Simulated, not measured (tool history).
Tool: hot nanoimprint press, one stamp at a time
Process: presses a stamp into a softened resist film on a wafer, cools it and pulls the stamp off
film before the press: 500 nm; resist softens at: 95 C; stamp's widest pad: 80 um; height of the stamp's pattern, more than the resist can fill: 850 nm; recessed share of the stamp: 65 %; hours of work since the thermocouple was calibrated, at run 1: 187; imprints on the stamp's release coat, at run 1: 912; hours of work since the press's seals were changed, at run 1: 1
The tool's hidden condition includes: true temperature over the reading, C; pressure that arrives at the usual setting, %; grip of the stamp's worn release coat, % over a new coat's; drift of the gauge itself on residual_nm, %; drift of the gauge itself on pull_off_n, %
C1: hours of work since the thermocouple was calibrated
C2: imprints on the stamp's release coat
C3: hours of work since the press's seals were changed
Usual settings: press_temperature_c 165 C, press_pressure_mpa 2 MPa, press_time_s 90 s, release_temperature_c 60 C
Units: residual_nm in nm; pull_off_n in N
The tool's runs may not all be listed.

Run 1, hour 0: usual settings; C1 187; C2 912; C3 1. Result: residual_nm 255.4 nm, pull_off_n 139 N.
Run 2, hour 27.7: usual settings but press_pressure_mpa 1.31 MPa; C1 202; C2 1024; C3 17. Result: residual_nm 296.6 nm, pull_off_n 142 N.
Run 3, hour 45.4: usual settings but press_pressure_mpa 1.31 MPa; C1 212; C2 1095; C3 27. Result: residual_nm 296.6 nm, pull_off_n 137 N.
Run 4, hour 66.6: usual settings but press_temperature_c 154 C; C1 224; C2 1181; C3 39. Result: residual_nm 358.3 nm, pull_off_n 143 N.
At hour 88.5: stamp cleaned and given a new release coat.
Run 5, hour 103.2: usual settings but press_temperature_c 154 C; C1 242; C2 60; C3 56. Result: residual_nm 358.6 nm, pull_off_n 142 N.
Run 6, hour 131.2: usual settings but press_temperature_c 154 C; C1 257; C2 173; C3 72. Result: residual_nm 358.2 nm, pull_off_n 138 N.
Run 7, hour 165: usual settings but press_temperature_c 154 C; C1 277; C2 310; C3 91. Result: residual_nm 358.1 nm, pull_off_n 145 N.
Run 8, hour 187.3: usual settings but press_temperature_c 154 C; C1 289; C2 400; C3 104. Result: residual_nm 358.3 nm, pull_off_n 143 N.
Run 9, hour 222.5: usual settings but press_temperature_c 154 C; C1 309; C2 542; C3 123. Result: residual_nm 359 nm, pull_off_n 142 N.
Run 10, hour 251.7: usual settings but press_temperature_c 154 C; C1 326; C2 661; C3 140. Result: residual_nm 358.3 nm, pull_off_n 140 N.
Run 11, hour 275.2: usual settings but press_temperature_c 154 C; C1 339; C2 756; C3 153. Result: residual_nm 358.2 nm, pull_off_n 143 N.
At hour 302.7: plate thermocouple calibrated.
Run 12, hour 318.7: usual settings but press_temperature_c 154 C; C1 9; C2 920; C3 176. Result: residual_nm 359.1 nm, pull_off_n 140 N.
Run 13, hour 343.5: usual settings but press_temperature_c 154 C; C1 23; C2 1020; C3 190. Result: residual_nm 359.3 nm, pull_off_n 144 N.
Run 14, hour 380.4: usual settings but release_temperature_c 51 C; C1 44; C2 1169; C3 211. Result: residual_nm 257.3 nm, pull_off_n 156 N.
At hour 403.1: stamp cleaned and given a new release coat.
Run 15, hour 414: usual settings but release_temperature_c 50 C; C1 60; C2 44; C3 227. Result: residual_nm 256.8 nm, pull_off_n 161 N.
Run 16, hour 435.3: usual settings but release_temperature_c 50 C; C1 72; C2 130; C3 239. Result: residual_nm 257 nm, pull_off_n 160 N.
Run 17, hour 477.5: usual settings but press_temperature_c 173 C, press_pressure_mpa 1.36 MPa, press_time_s 49 s; C1 96; C2 301; C3 263. Result: residual_nm 288.6 nm, pull_off_n 139 N.
Run 18, hour 496.8: usual settings but press_temperature_c 171 C, press_pressure_mpa 2.83 MPa, press_time_s 54 s, release_temperature_c 49 C; C1 107; C2 379; C3 274. Result: residual_nm 224.9 nm, pull_off_n 161 N.
Run 19, hour 517.6: usual settings but press_temperature_c 171 C, press_pressure_mpa 2.83 MPa, press_time_s 54 s, release_temperature_c 49 C; C1 118; C2 463; C3 286. Result: residual_nm 225 nm, pull_off_n 160 N.
Run 20, hour 546.9: usual settings but press_temperature_c 177 C, press_pressure_mpa 1.95 MPa, release_temperature_c 58 C; C1 135; C2 582; C3 302. Result: residual_nm 174.9 nm, pull_off_n 147 N.
Run 21, hour 564.1: usual settings but press_pressure_mpa 1.63 MPa, release_temperature_c 64 C; C1 145; C2 652; C3 312. Result: residual_nm 277.6 nm, pull_off_n 133 N.
Run 22, hour 596.4: usual settings but press_temperature_c 157 C, press_pressure_mpa 1.95 MPa, release_temperature_c 62 C; C1 163; C2 782; C3 330. Result: residual_nm 332.5 nm, pull_off_n 138 N.
Run 23, hour 625.1: usual settings but press_temperature_c 157 C, press_pressure_mpa 1.95 MPa, press_time_s 93 s, release_temperature_c 62 C; C1 179; C2 898; C3 346. Result: residual_nm 330.3 nm, pull_off_n 135 N.
Run 24, hour 646.2: usual settings but press_temperature_c 157 C, press_pressure_mpa 1.95 MPa, press_time_s 93 s, release_temperature_c 62 C; C1 191; C2 984; C3 358. Result: residual_nm 329.9 nm, pull_off_n 137 N.
Run 25, hour 677.2: usual settings but press_temperature_c 177 C, press_pressure_mpa 1.24 MPa; C1 209; C2 1109; C3 376. Result: residual_nm 212.7 nm, pull_off_n 140 N.
At hour 716.2: stamp cleaned and given a new release coat.
Run 26, hour 719: usual settings but press_temperature_c 169 C, press_pressure_mpa 2.21 MPa, release_temperature_c 46 C; C1 229; C2 11; C3 396. Result: residual_nm 217.2 nm, pull_off_n 165 N.
Run 27, hour 740.3: usual settings but press_temperature_c 170 C, press_time_s 141 s, release_temperature_c 50 C; C1 241; C2 97; C3 408. Result: residual_nm 180.5 nm, pull_off_n 159 N.
Run 28, hour 760.4: usual settings but press_temperature_c 171 C, press_time_s 82 s; C1 252; C2 179; C3 420. Result: residual_nm 219.3 nm, pull_off_n 142 N.
Run 29, hour 787.7: usual settings but press_temperature_c 171 C, press_time_s 82 s; C1 268; C2 289; C3 435. Result: residual_nm 220 nm, pull_off_n 142 N.
Run 30, hour 826.5: usual settings but press_temperature_c 159 C, press_pressure_mpa 1.86 MPa, press_time_s 180 s, release_temperature_c 50 C; C1 290; C2 446; C3 457. Result: residual_nm 253.2 nm, pull_off_n 157 N.

3 ways to go on from here, each from the tool as it stands after run 30. What would each give?
Run A, hour 845.5: usual settings but press_temperature_c 177 C, press_time_s 62 s, release_temperature_c 63 C; C1 301; C2 523; C3 468. Result: residual_nm ?, pull_off_n ?.
Run B, hour 845.5: usual settings but press_temperature_c 159 C, press_pressure_mpa 1.86 MPa, press_time_s 180 s, release_temperature_c 65 C; C1 301; C2 523; C3 468. Result: residual_nm ?, pull_off_n ?.
Run C, hour 845.5: usual settings but press_temperature_c 171 C, press_pressure_mpa 1.84 MPa, press_time_s 180 s, release_temperature_c 50 C; C1 301; C2 523; C3 468. Result: residual_nm ?, pull_off_n ?.

run  residual_nm  pull_off_n
  A        203.9         134
  B          253         132
  C        162.3         161
Without the tool's unlogged condition, the same runs would have read:
run  residual_nm  pull_off_n
  A          202         134
  B        250.7         132
  C        160.8         160
